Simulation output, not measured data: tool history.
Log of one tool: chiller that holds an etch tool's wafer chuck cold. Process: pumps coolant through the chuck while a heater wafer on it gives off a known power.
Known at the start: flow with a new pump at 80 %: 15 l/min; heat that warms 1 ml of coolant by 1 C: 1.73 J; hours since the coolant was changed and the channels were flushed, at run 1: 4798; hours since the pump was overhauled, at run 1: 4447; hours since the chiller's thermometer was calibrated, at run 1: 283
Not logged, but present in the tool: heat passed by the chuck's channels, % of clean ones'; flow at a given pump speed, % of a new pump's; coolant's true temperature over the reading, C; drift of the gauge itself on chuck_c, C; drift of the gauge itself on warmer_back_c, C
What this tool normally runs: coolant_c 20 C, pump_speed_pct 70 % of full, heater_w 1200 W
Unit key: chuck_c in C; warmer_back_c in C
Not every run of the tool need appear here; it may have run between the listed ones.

| run | hour | coolant_c | pump_speed_pct | heater_w | hours since the coolant was changed and the channels were flushed | hours since the pump was overhauled | hours since the chiller's thermometer was calibrated | chuck_c | warmer_back_c |
|---|---|---|---|---|---|---|---|---|---|
| 1 | 0 | 20 | 70 | 1200 | 4798 | 4447 | 283 | 38.8 | 3.58 |
| 2 | 58.1 | 20 | 70 | 1200 | 4856 | 4505 | 341 | 38.9 | 3.58 |
| 3 | 121 | 15 | 70 | 1200 | 4919 | 4568 | 404 | 33.9 | 3.57 |
| 4 | 188.6 | 15 | 70 | 1200 | 4987 | 4636 | 472 | 33.8 | 3.65 |
|  | 267.6 | coolant changed, channels flushed |
| 5 | 277 | 15 | 70 | 1200 | 9 | 4718 | 554 | 32.2 | 3.6 |
| 6 | 393.2 | 20 | 70 | 1200 | 126 | 4834 | 670 | 37.2 | 3.6 |
| 7 | 502.1 | 20 | 70 | 1200 | 235 | 4943 | 779 | 37.4 | 3.66 |
| 8 | 605.7 | 20 | 70 | 1200 | 338 | 5047 | 883 | 37.4 | 3.69 |
| 9 | 672 | 20 | 70 | 1200 | 404 | 5113 | 949 | 37.5 | 3.67 |
| 10 | 753.9 | 19 | 70 | 1200 | 486 | 5195 | 1031 | 36.6 | 3.67 |
| 11 | 840.1 | 19 | 70 | 1200 | 572 | 5281 | 1117 | 36.7 | 3.65 |
|  | 938.2 | coolant pump overhauled |
| 12 | 938.2 | 19 | 70 | 1200 | 666 | 0 | 1210 | 34.9 | 3.13 |
| 13 | 1053.1 | 19 | 70 | 1200 | 781 | 115 | 1325 | 35 | 3.21 |
| 14 | 1132.3 | 19 | 70 | 1200 | 860 | 194 | 1404 | 35 | 3.19 |
| 15 | 1198.1 | 19 | 70 | 1200 | 926 | 260 | 1470 | 34.9 | 3.19 |
| 16 | 1309.6 | 19 | 70 | 1200 | 1037 | 371 | 1582 | 35 | 3.22 |
| 17 | 1389.7 | 19 | 70 | 1200 | 1117 | 451 | 1662 | 35.3 | 3.23 |
| 18 | 1479.7 | 29 | 95 | 1773 | 1207 | 542 | 1752 | 48.3 | 3.55 |
| 19 | 1531.9 | 18 | 62 | 1096 | 1259 | 594 | 1804 | 34.2 | 3.31 |
| 20 | 1619.4 | 18 | 70 | 931 | 1347 | 681 | 1892 | 30.7 | 2.53 |
| 21 | 1674.5 | 20 | 70 | 1288 | 1402 | 736 | 1947 | 37.6 | 3.47 |
| 22 | 1750.3 | 11 | 80 | 719 | 1478 | 812 | 2022 | 20.3 | 1.73 |
| 23 | 1846.2 | 11 | 80 | 719 | 1574 | 908 | 2118 | 20.1 | 1.68 |
| 24 | 1941.8 | 11 | 80 | 719 | 1669 | 1004 | 2214 | 20.3 | 1.71 |
| 25 | 2007.9 | 11 | 80 | 719 | 1735 | 1070 | 2280 | 20.3 | 1.74 |
| 26 | 2062.9 | 15 | 94 | 1320 | 1790 | 1125 | 2335 | 29.8 | 2.74 |
| 27 | 2146.4 | 15 | 94 | 1320 | 1874 | 1208 | 2419 | 30 | 2.68 |
| 28 | 2222.2 | 13 | 70 | 1459 | 1950 | 1284 | 2494 | 33.4 | 4 |
| 29 | 2282.4 | 20 | 99 | 1789 | 2010 | 1344 | 2554 | 39.7 | 3.53 |
| 30 | 2362.7 | 20 | 99 | 1789 | 2090 | 1424 | 2635 | 39.6 | 3.54 |
| 31 | 2469.4 | 19 | 73 | 1200 | 2197 | 1531 | 2741 | 35.7 | 3.16 |
| 32 | 2527.7 | 22 | 98 | 1206 | 2255 | 1589 | 2800 | 35.6 | 2.36 |

Some steps in chuck_c, run to run, broken into two amounts with sign: the step expected even without the hidden condition (settings, incoming material, random variation), and the rest, left for the hidden condition together with whatever gauge scatter is not in both the measured and the hidden-condition-free result:
Run 4 -> 5: coolant changed, channels flushed. chuck_c -1.6 C: hidden state -1.8, all else +0.2.
Run 11 -> 12: coolant pump overhauled. chuck_c -1.8 C: hidden state -1.9, all else +0.1.
Run 17 -> 18: coolant_c 19 -> 29, pump_speed_pct 70 -> 95, heater_w 1200 -> 1773. chuck_c +13 C: hidden state +0.2, all else +12.8.
Run 18 -> 19: coolant_c 29 -> 18, pump_speed_pct 95 -> 62, heater_w 1773 -> 1096. chuck_c -14.1 C: hidden state -0.1, all else -14.
Run 20 -> 21: coolant_c 18 -> 20, heater_w 931 -> 1288. chuck_c +6.9 C: hidden state +0.4, all else +6.5.
Run 21 -> 22: coolant_c 20 -> 11, pump_speed_pct 70 -> 80, heater_w 1288 -> 719. chuck_c -17.3 C: hidden state -0.4, all else -16.9.
